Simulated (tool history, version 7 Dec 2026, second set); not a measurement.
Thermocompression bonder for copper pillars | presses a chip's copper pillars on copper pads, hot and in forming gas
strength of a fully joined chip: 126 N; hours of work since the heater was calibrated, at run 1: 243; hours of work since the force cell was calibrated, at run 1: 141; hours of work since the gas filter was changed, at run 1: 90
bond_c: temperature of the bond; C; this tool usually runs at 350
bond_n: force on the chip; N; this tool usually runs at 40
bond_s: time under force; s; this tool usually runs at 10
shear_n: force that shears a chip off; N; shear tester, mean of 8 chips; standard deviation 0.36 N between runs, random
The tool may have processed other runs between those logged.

run   hour  bond_c  bond_n  bond_s  hours of work since the heater was calibrated  hours of work since the force cell was calibrated  hours of work since the gas filter was changed  shear_n
  1      0     350      40      10                                            243                                                141                                              90     48.1
  2   64.2     350      40      10                                            275                                                173                                             122       47
      68.1  -- forming gas filter changed
  3  139.7     350      45      10                                            312                                                211                                              36       52
  4  170.5     350      29      10                                            328                                                226                                              51     36.8
  5  213.3     350      29      10                                            349                                                247                                              72     36.8
  6  282.9     350      29      10                                            384                                                282                                             107     36.6
     314.9  -- forming gas filter changed
  7  349.6     350      29      10                                            417                                                315                                              17     36.4
  8  424.3     368      40      10                                            454                                                352                                              55     59.1
  9  479.3     368      40      10                                            481                                                380                                              82     58.9
 10  535.3     368      40      10                                            509                                                407                                             110       59
     562.7  -- forming gas filter changed
 11  585.5     373      27      18                                            534                                                432                                              11     57.1
 12  660.8     374      27      12                                            571                                                470                                              49     50.4
 13    722     350      30      10                                            602                                                500                                              79     37.6
 14  763.8     375      38      15                                            623                                                521                                             100       70

Here are 4 independent what-if runs from the current tool condition. What would each one return?
     809.4  -- forming gas filter changed
  A  819.1     378      48      17                                            650                                                548                                               5        ?
     809.4  -- forming gas filter changed
  B  819.1     350      41      10                                            650                                                548                                               5        ?
     809.4  -- forming gas filter changed
  C  819.1     335      40      13                                            650                                                548                                               5        ?
     809.4  -- forming gas filter changed
  D  819.1     361      40      15                                            650                                                548                                               5        ?

run  shear_n
  A     86.1
  B     48.7
  C     43.5
  D     62.1
Without the tool's unlogged condition, the same runs would have read:
run  shear_n
  A     86.3
  B     48.8
  C     43.6
  D     62.2
